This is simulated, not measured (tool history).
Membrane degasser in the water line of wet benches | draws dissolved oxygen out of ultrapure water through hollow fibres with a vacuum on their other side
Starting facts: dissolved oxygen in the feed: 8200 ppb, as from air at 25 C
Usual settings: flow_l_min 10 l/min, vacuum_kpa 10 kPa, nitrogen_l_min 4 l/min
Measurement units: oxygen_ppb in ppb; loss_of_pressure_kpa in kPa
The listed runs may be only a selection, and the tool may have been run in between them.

run 1 day=0 | flow_l_min=10 vacuum_kpa=10 nitrogen_l_min=4 | oxygen_ppb=93.1 loss_of_pressure_kpa=48.5
run 2 day=4.354 | flow_l_min=10 vacuum_kpa=10 nitrogen_l_min=4 | oxygen_ppb=93.4 loss_of_pressure_kpa=48.46
run 3 day=14.975 | flow_l_min=10 vacuum_kpa=10 nitrogen_l_min=4 | oxygen_ppb=95 loss_of_pressure_kpa=48.7
run 4 day=24.067 | flow_l_min=10 vacuum_kpa=10 nitrogen_l_min=4 | oxygen_ppb=93.3 loss_of_pressure_kpa=49.08
run 5 day=28.888 | flow_l_min=12 vacuum_kpa=10 nitrogen_l_min=4 | oxygen_ppb=128.9 loss_of_pressure_kpa=58.28
run 6 day=35.662 | flow_l_min=12 vacuum_kpa=6.7 nitrogen_l_min=4 | oxygen_ppb=105.9 loss_of_pressure_kpa=58.73
run 7 day=40.042 | flow_l_min=12 vacuum_kpa=6.7 nitrogen_l_min=4 | oxygen_ppb=106.3 loss_of_pressure_kpa=58.81
run 8 day=45.767 | flow_l_min=12 vacuum_kpa=6.7 nitrogen_l_min=4 | oxygen_ppb=107.2 loss_of_pressure_kpa=58.81
-- day=55.883 seals of the vacuum lines changed
run 9 day=55.883 | flow_l_min=12 vacuum_kpa=6.7 nitrogen_l_min=4 | oxygen_ppb=105.3 loss_of_pressure_kpa=58.69
run 10 day=63.829 | flow_l_min=12 vacuum_kpa=6.7 nitrogen_l_min=4 | oxygen_ppb=104.1 loss_of_pressure_kpa=58.72
run 11 day=69.192 | flow_l_min=12 vacuum_kpa=6.7 nitrogen_l_min=4 | oxygen_ppb=107.4 loss_of_pressure_kpa=59.09
run 12 day=78.975 | flow_l_min=10 vacuum_kpa=14.9 nitrogen_l_min=4 | oxygen_ppb=124.3 loss_of_pressure_kpa=48.86
run 13 day=86.629 | flow_l_min=10 vacuum_kpa=10 nitrogen_l_min=4 | oxygen_ppb=92 loss_of_pressure_kpa=48.91
run 14 day=93.221 | flow_l_min=15 vacuum_kpa=10 nitrogen_l_min=4 | oxygen_ppb=193.9 loss_of_pressure_kpa=73.93
run 15 day=100.396 | flow_l_min=15 vacuum_kpa=10 nitrogen_l_min=4 | oxygen_ppb=195.6 loss_of_pressure_kpa=74.26
run 16 day=106.988 | flow_l_min=8 vacuum_kpa=10 nitrogen_l_min=4 | oxygen_ppb=63 loss_of_pressure_kpa=39.41
run 17 day=115.267 | flow_l_min=8 vacuum_kpa=10 nitrogen_l_min=4.46 | oxygen_ppb=59.2 loss_of_pressure_kpa=39.27
run 18 day=119.917 | flow_l_min=14 vacuum_kpa=10 nitrogen_l_min=4 | oxygen_ppb=172.9 loss_of_pressure_kpa=68.92
run 19 day=130.225 | flow_l_min=7 vacuum_kpa=9.1 nitrogen_l_min=4 | oxygen_ppb=45.8 loss_of_pressure_kpa=34.45
run 20 day=139.583 | flow_l_min=7 vacuum_kpa=11.5 nitrogen_l_min=11.47 | oxygen_ppb=32.1 loss_of_pressure_kpa=34.52
-- day=142.675 vacuum gauge calibrated
run 21 day=147.629 | flow_l_min=7 vacuum_kpa=11.5 nitrogen_l_min=11.47 | oxygen_ppb=31.5 loss_of_pressure_kpa=34.78
run 22 day=155.725 | flow_l_min=13 vacuum_kpa=10 nitrogen_l_min=2.52 | oxygen_ppb=187.4 loss_of_pressure_kpa=64.06
run 23 day=162.017 | flow_l_min=10 vacuum_kpa=16.3 nitrogen_l_min=11 | oxygen_ppb=82.7 loss_of_pressure_kpa=49.84
run 24 day=171.562 | flow_l_min=10 vacuum_kpa=16.3 nitrogen_l_min=11 | oxygen_ppb=82.7 loss_of_pressure_kpa=49.55
run 25 day=181.55 | flow_l_min=10 vacuum_kpa=14.7 nitrogen_l_min=4 | oxygen_ppb=126.2 loss_of_pressure_kpa=49.91
run 26 day=191.179 | flow_l_min=10 vacuum_kpa=13.3 nitrogen_l_min=6.88 | oxygen_ppb=91.2 loss_of_pressure_kpa=49.63
run 27 day=201.017 | flow_l_min=10 vacuum_kpa=12.1 nitrogen_l_min=2.5 | oxygen_ppb=141.2 loss_of_pressure_kpa=49.75
run 28 day=208.575 | flow_l_min=7 vacuum_kpa=19.2 nitrogen_l_min=6.27 | oxygen_ppb=65.6 loss_of_pressure_kpa=34.84
run 29 day=216.825 | flow_l_min=7 vacuum_kpa=16.5 nitrogen_l_min=6.16 | oxygen_ppb=59.7 loss_of_pressure_kpa=34.48
run 30 day=223.112 | flow_l_min=7 vacuum_kpa=16.5 nitrogen_l_min=6.16 | oxygen_ppb=59.6 loss_of_pressure_kpa=35.13
run 31 day=232.546 | flow_l_min=7 vacuum_kpa=16.5 nitrogen_l_min=6.16 | oxygen_ppb=61.3 loss_of_pressure_kpa=35.07

Hidden state or all else? Some run-to-run changes of oxygen_ppb, split into what the settings, what came in and random variation would give without the hidden state, and what is left for the hidden state (with any gauge scatter that isn't in both results):
Hidden state present: membrane still open, %; true pressure behind the membrane over the reading, kPa; air that leaks in behind the membrane, l/min; drift of the gauge itself on oxygen_ppb, %; drift of the gauge itself on loss_of_pressure_kpa, %.
Run 15 -> 16: flow_l_min 15 -> 8. oxygen_ppb -132.6 ppb: hidden state -8.7, all else -123.9.
Run 18 -> 19: flow_l_min 14 -> 7, vacuum_kpa 10 -> 9.1. oxygen_ppb -127.1 ppb: hidden state -9.3, all else -117.8.
Run 21 -> 22: flow_l_min 7 -> 13, vacuum_kpa 11.5 -> 10, nitrogen_l_min 11.47 -> 2.52. oxygen_ppb +155.9 ppb: hidden state +10.7, all else +145.2.
